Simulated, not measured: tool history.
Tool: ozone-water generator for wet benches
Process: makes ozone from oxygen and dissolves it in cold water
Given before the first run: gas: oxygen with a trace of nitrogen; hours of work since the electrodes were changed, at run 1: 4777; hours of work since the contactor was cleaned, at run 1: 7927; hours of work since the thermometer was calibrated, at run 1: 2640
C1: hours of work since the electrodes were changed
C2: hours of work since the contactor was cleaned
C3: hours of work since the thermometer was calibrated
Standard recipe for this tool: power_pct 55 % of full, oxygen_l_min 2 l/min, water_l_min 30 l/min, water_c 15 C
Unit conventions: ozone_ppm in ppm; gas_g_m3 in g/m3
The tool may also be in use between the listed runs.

Run 1, hour 0: usual settings; C1 4777; C2 7927; C3 2640. Result: ozone_ppm 6.1 ppm, gas_g_m3 155.4 g/m3.
Run 2, hour 155.1: usual settings; C1 4873; C2 8024; C3 2736. Result: ozone_ppm 6 ppm, gas_g_m3 153.1 g/m3.
Run 3, hour 298.5: usual settings; C1 4962; C2 8112; C3 2825. Result: ozone_ppm 5.9 ppm, gas_g_m3 153.8 g/m3.
Run 4, hour 387.9: usual settings; C1 5018; C2 8168; C3 2880. Result: ozone_ppm 6.1 ppm, gas_g_m3 153.4 g/m3.
Run 5, hour 492.3: usual settings; C1 5082; C2 8233; C3 2945. Result: ozone_ppm 5.9 ppm, gas_g_m3 155.5 g/m3.
Run 6, hour 595.5: usual settings; C1 5146; C2 8297; C3 3009. Result: ozone_ppm 5.9 ppm, gas_g_m3 155.4 g/m3.
Run 7, hour 780.5: usual settings; C1 5261; C2 8411; C3 3124. Result: ozone_ppm 5.8 ppm, gas_g_m3 152.5 g/m3.
Run 8, hour 939.1: usual settings; C1 5359; C2 8510; C3 3222. Result: ozone_ppm 5.9 ppm, gas_g_m3 152.7 g/m3.
Run 9, hour 1040.3: usual settings; C1 5422; C2 8572; C3 3285. Result: ozone_ppm 6 ppm, gas_g_m3 153.2 g/m3.
Run 10, hour 1236.9: usual settings; C1 5544; C2 8694; C3 3406. Result: ozone_ppm 5.9 ppm, gas_g_m3 153.5 g/m3.
Run 11, hour 1346.7: usual settings; C1 5612; C2 8762; C3 3475. Result: ozone_ppm 6 ppm, gas_g_m3 153.8 g/m3.
Run 12, hour 1521.7: usual settings but oxygen_l_min 1.2 l/min; C1 5721; C2 8871; C3 3583. Result: ozone_ppm 4.9 ppm, gas_g_m3 199.4 g/m3.
Run 13, hour 1626.8: usual settings but oxygen_l_min 1.2 l/min; C1 5786; C2 8936; C3 3648. Result: ozone_ppm 5.1 ppm, gas_g_m3 199 g/m3.
Run 14, hour 1778.8: usual settings but oxygen_l_min 1.2 l/min; C1 5880; C2 9030; C3 3742. Result: ozone_ppm 4.9 ppm, gas_g_m3 198.2 g/m3.
Run 15, hour 1954.7: usual settings; C1 5989; C2 9139; C3 3851. Result: ozone_ppm 6.1 ppm, gas_g_m3 153.5 g/m3.
Run 16, hour 2118.2: usual settings; C1 6090; C2 9241; C3 3953. Result: ozone_ppm 5.8 ppm, gas_g_m3 150.3 g/m3.
At hour 2150.6: water thermometer calibrated.
Run 17, hour 2296.7: usual settings but power_pct 57 % of full, water_c 12 C; C1 6201; C2 9351; C3 91. Result: ozone_ppm 6 ppm, gas_g_m3 155.2 g/m3.
Run 18, hour 2421.3: usual settings but power_pct 92 % of full, oxygen_l_min 1.34 l/min, water_c 8 C; C1 6278; C2 9428; C3 168. Result: ozone_ppm 6.7 ppm, gas_g_m3 242.2 g/m3.
Run 19, hour 2583.1: usual settings but power_pct 86 % of full, oxygen_l_min 3.54 l/min; C1 6378; C2 9528; C3 268. Result: ozone_ppm 8.6 ppm, gas_g_m3 142.7 g/m3.
Run 20, hour 2682: usual settings but power_pct 86 % of full, oxygen_l_min 2.45 l/min; C1 6440; C2 9590; C3 329. Result: ozone_ppm 7.8 ppm, gas_g_m3 170.8 g/m3.
Run 21, hour 2799.6: usual settings but power_pct 63 % of full, water_l_min 41 l/min, water_c 10 C; C1 6512; C2 9663; C3 402. Result: ozone_ppm 4.5 ppm, gas_g_m3 162.2 g/m3.
Run 22, hour 2892.8: usual settings but power_pct 43 % of full, water_c 9 C; C1 6570; C2 9720; C3 460. Result: ozone_ppm 5.3 ppm, gas_g_m3 134.3 g/m3.
Run 23, hour 3042.1: usual settings but power_pct 75 % of full, oxygen_l_min 1.49 l/min, water_l_min 36 l/min, water_c 17 C; C1 6663; C2 9813; C3 553. Result: ozone_ppm 5 ppm, gas_g_m3 205.1 g/m3.
At hour 3176: water thermometer calibrated, once more.
Run 24, hour 3223.1: usual settings but power_pct 40 % of full, oxygen_l_min 1.5 l/min, water_l_min 32 l/min, water_c 12 C; C1 6775; C2 9925; C3 29. Result: ozone_ppm 4 ppm, gas_g_m3 148.6 g/m3.
Run 25, hour 3365.2: usual settings but power_pct 40 % of full, oxygen_l_min 1.5 l/min, water_l_min 32 l/min, water_c 12 C; C1 6863; C2 10013; C3 117. Result: ozone_ppm 4.1 ppm, gas_g_m3 148.3 g/m3.
Run 26, hour 3521.2: usual settings but water_l_min 24 l/min; C1 6959; C2 10110; C3 214. Result: ozone_ppm 7 ppm, gas_g_m3 151.2 g/m3.
Run 27, hour 3617.3: usual settings but oxygen_l_min 2.35 l/min, water_l_min 46 l/min; C1 7019; C2 10169; C3 274. Result: ozone_ppm 3.7 ppm, gas_g_m3 137.8 g/m3.
Run 28, hour 3769.2: usual settings but oxygen_l_min 2.35 l/min, water_l_min 46 l/min; C1 7113; C2 10263; C3 368. Result: ozone_ppm 3.9 ppm, gas_g_m3 138 g/m3.
Run 29, hour 3873.8: usual settings but oxygen_l_min 2.35 l/min, water_l_min 46 l/min; C1 7178; C2 10328; C3 433. Result: ozone_ppm 3.9 ppm, gas_g_m3 138.2 g/m3.
Run 30, hour 3979.8: usual settings but oxygen_l_min 2.35 l/min, water_l_min 46 l/min; C1 7244; C2 10394; C3 498. Result: ozone_ppm 3.7 ppm, gas_g_m3 139.1 g/m3.
Run 31, hour 4114.5: usual settings but power_pct 41 % of full, oxygen_l_min 3.32 l/min, water_l_min 37 l/min, water_c 8 C; C1 7327; C2 10477; C3 582. Result: ozone_ppm 4.9 ppm, gas_g_m3 100.2 g/m3.
Run 32, hour 4251.5: usual settings but power_pct 41 % of full, oxygen_l_min 3.32 l/min, water_l_min 37 l/min, water_c 8 C; C1 7412; C2 10562; C3 667. Result: ozone_ppm 4.8 ppm, gas_g_m3 99.3 g/m3.

Here are 3 independent what-if runs from the current tool condition. What would each one return?
Run A, hour 4352.2: usual settings but power_pct 41 % of full, oxygen_l_min 1.53 l/min, water_l_min 37 l/min, water_c 8 C; C1 7475; C2 10625; C3 729. Result: ozone_ppm ?, gas_g_m3 ?.
Run B, hour 4352.2: usual settings but oxygen_l_min 2.73 l/min, water_l_min 43 l/min; C1 7475; C2 10625; C3 729. Result: ozone_ppm ?, gas_g_m3 ?.
Run C, hour 4352.2: usual settings but power_pct 41 % of full, oxygen_l_min 2.11 l/min, water_l_min 37 l/min, water_c 9 C; C1 7475; C2 10625; C3 729. Result: ozone_ppm ?, gas_g_m3 ?.

run  ozone_ppm  gas_g_m3
  A        3.4     145.5
  B        4.4     126.7
  C        4.1     125.6
With the hidden condition removed and each run's random variation left untouched, the same runs would have given:
run  ozone_ppm  gas_g_m3
  A        4.2     157.8
  B        5.5     139.9
  C          5     136.2
